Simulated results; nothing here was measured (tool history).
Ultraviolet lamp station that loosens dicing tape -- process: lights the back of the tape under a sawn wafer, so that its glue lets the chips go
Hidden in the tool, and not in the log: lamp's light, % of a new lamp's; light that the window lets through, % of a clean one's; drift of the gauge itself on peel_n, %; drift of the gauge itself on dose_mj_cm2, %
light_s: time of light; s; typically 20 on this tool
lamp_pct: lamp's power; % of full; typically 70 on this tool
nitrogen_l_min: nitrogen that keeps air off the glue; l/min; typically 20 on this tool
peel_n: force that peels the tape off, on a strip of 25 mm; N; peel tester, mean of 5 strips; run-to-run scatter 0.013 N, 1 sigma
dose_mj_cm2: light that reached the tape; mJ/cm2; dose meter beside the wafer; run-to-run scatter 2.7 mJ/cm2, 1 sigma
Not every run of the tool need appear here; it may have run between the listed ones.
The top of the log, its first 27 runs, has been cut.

| run | hour | light_s | lamp_pct | nitrogen_l_min | hours of work of the lamp | hours of work since the window was cleaned | peel_n | dose_mj_cm2 |
|---|---|---|---|---|---|---|---|---|
| 28 | 528.7 | 25 | 89 | 9 | 436 | 84 | 0.532 | 521 |
| 29 | 545.9 | 25 | 89 | 9 | 447 | 95 | 0.574 | 517 |
| 30 | 562.6 | 25 | 89 | 9 | 457 | 105 | 0.554 | 514 |
| 31 | 582.1 | 25 | 89 | 12 | 469 | 117 | 0.448 | 517 |
| 32 | 598.2 | 15 | 73 | 12 | 479 | 127 | 1.734 | 249 |
| 33 | 617.3 | 15 | 63 | 12 | 491 | 139 | 2.089 | 216 |
| 34 | 638.7 | 11 | 72 | 19 | 504 | 152 | 2.175 | 175 |
| 35 | 659.3 | 34 | 71 | 7 | 516 | 164 | 0.624 | 539 |
| 36 | 681.7 | 34 | 71 | 7 | 530 | 178 | 0.651 | 532 |
| 37 | 699.3 | 29 | 82 | 16 | 541 | 189 | 0.33 | 526 |
| 38 | 723.2 | 29 | 82 | 16 | 556 | 204 | 0.345 | 520 |
| 39 | 747.2 | 29 | 82 | 28 | 570 | 218 | 0.239 | 510 |
| 40 | 760.7 | 38 | 97 | 17 | 579 | 227 | 0.132 | 794 |
| 41 | 770.9 | 38 | 97 | 17 | 585 | 233 | 0.14 | 791 |
| 42 | 784.5 | 38 | 97 | 23 | 593 | 241 | 0.111 | 783 |

Below are 5 alternative next runs, each starting from the tool's condition after run 42. Predict each:
| A | 797 | 13 | 87 | 12 | 601 | 249 | ? | ? |
| B | 797 | 38 | 97 | 7 | 601 | 249 | ? | ? |
| C | 797 | 17 | 70 | 20 | 601 | 249 | ? | ? |
| D | 797 | 38 | 94 | 18 | 601 | 249 | ? | ? |
| E | 797 | 38 | 69 | 19 | 601 | 249 | ? | ? |

| run | peel_n | dose_mj_cm2 |
|---|---|---|
| A | 1.869 | 241 |
| B | 0.247 | 783 |
| C | 1.337 | 250 |
| D | 0.139 | 759 |
| E | 0.264 | 551 |
The same runs, with their run-to-run variation unchanged, on a tool lacking any hidden condition would have given:
| run | peel_n | dose_mj_cm2 |
|---|---|---|
| A | 1.318 | 306 |
| B | 0.141 | 994 |
| C | 0.876 | 319 |
| D | 0.106 | 964 |
| E | 0.156 | 700 |
